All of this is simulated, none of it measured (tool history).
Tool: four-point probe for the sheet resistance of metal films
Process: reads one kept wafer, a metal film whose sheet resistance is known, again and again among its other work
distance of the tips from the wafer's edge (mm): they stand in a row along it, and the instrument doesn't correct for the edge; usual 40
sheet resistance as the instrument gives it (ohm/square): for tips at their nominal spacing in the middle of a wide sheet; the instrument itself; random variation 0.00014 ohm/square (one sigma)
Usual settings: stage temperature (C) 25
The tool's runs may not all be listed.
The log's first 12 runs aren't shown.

run      day  stage temperature (C)  distance of the tips from the wafer's edge (mm)  sheet resistance as the instrument gives it (ohm/square)
 13   37.825                     25                                               50                                                  0.674937
 14   40.946                     25                                               40                                                  0.675056
 15   45.242                     25                                               40                                                  0.675203
 16   49.067                     25                                               28                                                  0.675428
      50.533  -- new probe head fitted
 17   53.583                     25                                               28                                                  0.675325
 18   56.692                     25                                               28                                                  0.675357
 19   60.754                     23                                               28                                                   0.67513
 20   63.196                     29                                                7                                                  0.687249
 21   65.304                     33                                               68                                                  0.676291
 22   67.896                     33                                               68                                                  0.676295
 23   70.533                     23                                               47                                                  0.674542
 24   74.992                     23                                               47                                                  0.674663
 25   77.079                     23                                               47                                                  0.674576
 26   78.996                     24                                                4                                                  0.709302
 27   83.133                     24                                                4                                                  0.709441
 28   85.179                     24                                                4                                                  0.709137
 29   89.588                     24                                                4                                                  0.709072
 30   93.404                     30                                               61                                                  0.675554
 31   96.779                     24                                                3                                                  0.733477
 32  101.088                     24                                                3                                                  0.733378
 33  103.508                     24                                                3                                                  0.733226
 34  105.375                     19                                                3                                                  0.732593
 35  108.788                     29                                               40                                                  0.675638

Forecast each of these 4 alternatives for the next run:
  A  111.375                     19                                               46                                                         ?
  B  111.375                     34                                               40                                                         ?
  C  111.375                     27                                               40                                                         ?
  D  111.375                     19                                               40                                                         ?

run  sheet resistance as the instrument gives it (ohm/square)
  A                                                  0.673741
  B                                                  0.676674
  C                                                  0.675458
  D                                                  0.673981
Without the tool's hidden state the same runs would have given:
run  sheet resistance as the instrument gives it (ohm/square)
  A                                                  0.673839
  B                                                  0.676772
  C                                                  0.675556
  D                                                  0.674079

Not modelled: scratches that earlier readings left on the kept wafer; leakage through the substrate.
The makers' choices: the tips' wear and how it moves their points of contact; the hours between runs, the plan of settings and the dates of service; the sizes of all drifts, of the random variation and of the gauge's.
